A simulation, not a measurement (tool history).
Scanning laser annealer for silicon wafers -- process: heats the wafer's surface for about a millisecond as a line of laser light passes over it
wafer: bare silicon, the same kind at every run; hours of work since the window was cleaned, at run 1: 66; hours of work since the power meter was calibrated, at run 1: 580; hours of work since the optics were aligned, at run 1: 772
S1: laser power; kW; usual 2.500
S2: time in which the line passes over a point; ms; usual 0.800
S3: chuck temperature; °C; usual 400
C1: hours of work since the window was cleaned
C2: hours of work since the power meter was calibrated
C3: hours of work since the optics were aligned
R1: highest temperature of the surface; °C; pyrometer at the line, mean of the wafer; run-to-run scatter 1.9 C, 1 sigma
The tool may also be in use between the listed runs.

run,day,S1,S2,S3,C1,C2,C3,R1
1,0.000,2.500,0.800,400,66,580,772,1142
2,1.388,2.500,0.800,400,89,603,795,1142
3,2.492,2.212,0.800,400,107,621,813,1057
4,4.025,2.212,0.800,400,132,646,838,1055
5,5.142,2.212,0.800,400,150,664,856,1052
6,6.167,2.500,0.689,400,166,681,872,1084
7,7.850,2.221,0.800,400,194,708,900,1052
8,9.079,2.221,0.800,400,214,728,920,1053
# day 9.362: optics aligned, line set to its width
9,10.021,2.221,0.800,433,226,740,11,1088
10,11.212,2.221,0.800,433,245,759,30,1083
11,12.458,2.221,0.800,433,265,780,50,1081
12,13.475,2.500,0.800,400,282,796,67,1130
13,14.392,2.500,0.800,434,297,811,82,1160
14,15.212,2.290,0.800,400,310,824,95,1068
15,16.875,2.290,0.800,400,337,851,122,1066
# day 17.679: optics aligned, line set to its width, once more
16,18.762,2.250,0.993,400,364,879,18,1139
17,19.867,2.250,0.993,400,382,897,36,1140
18,21.579,2.250,0.993,400,410,924,63,1140
19,23.088,2.317,0.800,430,435,949,88,1105
20,24.450,2.580,0.971,367,457,971,110,1196
21,25.579,2.580,0.917,410,475,989,128,1216
22,26.829,2.393,0.561,373,495,1010,149,956
23,28.279,2.393,0.561,391,519,1033,172,971
24,29.558,2.589,0.926,391,540,1054,193,1198
25,31.275,2.341,0.977,412,568,1082,221,1163
26,32.546,2.265,0.747,378,588,1103,242,1014
27,33.696,2.312,0.673,395,607,1121,260,1006
28,35.100,2.500,0.800,432,630,1144,283,1149

What if the next run were any one of these 5? Each begins from the tool's condition after run 28:
A,36.150,2.500,0.980,432,647,1161,300,?
B,36.150,2.584,0.892,413,647,1161,300,?
C,36.150,2.500,0.800,377,647,1161,300,?
D,36.150,2.500,0.800,430,647,1161,300,?
E,36.150,2.259,0.800,401,647,1161,300,?

run,R1
A,1229
B,1195
C,1097
D,1148
E,1052
Take away the tool's hidden state, keep each run's random variation, and the runs would have read:
run,R1
A,1270
B,1236
C,1135
D,1185
E,1086

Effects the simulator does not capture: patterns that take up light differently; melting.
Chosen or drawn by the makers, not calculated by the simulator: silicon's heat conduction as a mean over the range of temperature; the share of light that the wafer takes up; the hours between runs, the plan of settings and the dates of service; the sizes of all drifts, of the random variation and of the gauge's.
